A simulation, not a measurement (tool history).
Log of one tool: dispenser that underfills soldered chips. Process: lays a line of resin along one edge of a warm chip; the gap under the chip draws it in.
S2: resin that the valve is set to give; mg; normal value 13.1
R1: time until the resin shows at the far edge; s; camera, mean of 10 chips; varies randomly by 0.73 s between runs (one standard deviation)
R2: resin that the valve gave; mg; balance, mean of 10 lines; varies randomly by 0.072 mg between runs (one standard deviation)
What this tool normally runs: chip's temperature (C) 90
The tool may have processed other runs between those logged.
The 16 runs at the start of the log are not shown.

At hour 47.5: dispensing valve cleaned and set on the balance.
Run 17, hour 49.9: usual settings. Result: R1 98.8 s, R2 13.1 mg.
Run 18, hour 52.6: usual settings. Result: R1 107.6 s, R2 12.93 mg.
At hour 53.1: new syringe of resin.
Run 19, hour 56.5: usual settings. Result: R1 74.9 s, R2 13.05 mg.
Run 20, hour 59.1: usual settings. Result: R1 83.2 s, R2 13.02 mg.
Run 21, hour 63.2: usual settings but chip's temperature (C) 75, S2 13.5 mg. Result: R1 150.6 s, R2 13.39 mg.
Run 22, hour 67.6: usual settings but chip's temperature (C) 86, S2 13.7 mg. Result: R1 117.9 s, R2 13.6 mg.
At hour 69.8: new syringe of resin.
Run 23, hour 71.3: usual settings but chip's temperature (C) 86, S2 13.7 mg. Result: R1 80.8 s, R2 13.62 mg.
Run 24, hour 74.3: usual settings but chip's temperature (C) 77, S2 12 mg. Result: R1 120.7 s, R2 11.79 mg.
Run 25, hour 78.1: usual settings but chip's temperature (C) 98, S2 16.4 mg. Result: R1 67.6 s, R2 16.38 mg.
Run 26, hour 80.8: usual settings but chip's temperature (C) 98, S2 13.5 mg. Result: R1 72.2 s, R2 13.46 mg.
Run 27, hour 84.3: usual settings but chip's temperature (C) 76, S2 16.4 mg. Result: R1 159.3 s, R2 16.29 mg.
At hour 86.6: new syringe of resin.
Run 28, hour 88.8: usual settings but chip's temperature (C) 76, S2 16.4 mg. Result: R1 110.2 s, R2 16.27 mg.

For run 29, what comes out?
Run 29, hour 91.9: usual settings but chip's temperature (C) 76, S2 16.4 mg. Result: R1 ?, R2 ?.

R1: 124.1 s
R2: 16.27 mg
Were there no unlogged condition in the tool, this run, its random variation unchanged, would have produced R1 104.3 s, R2 16.52 mg.
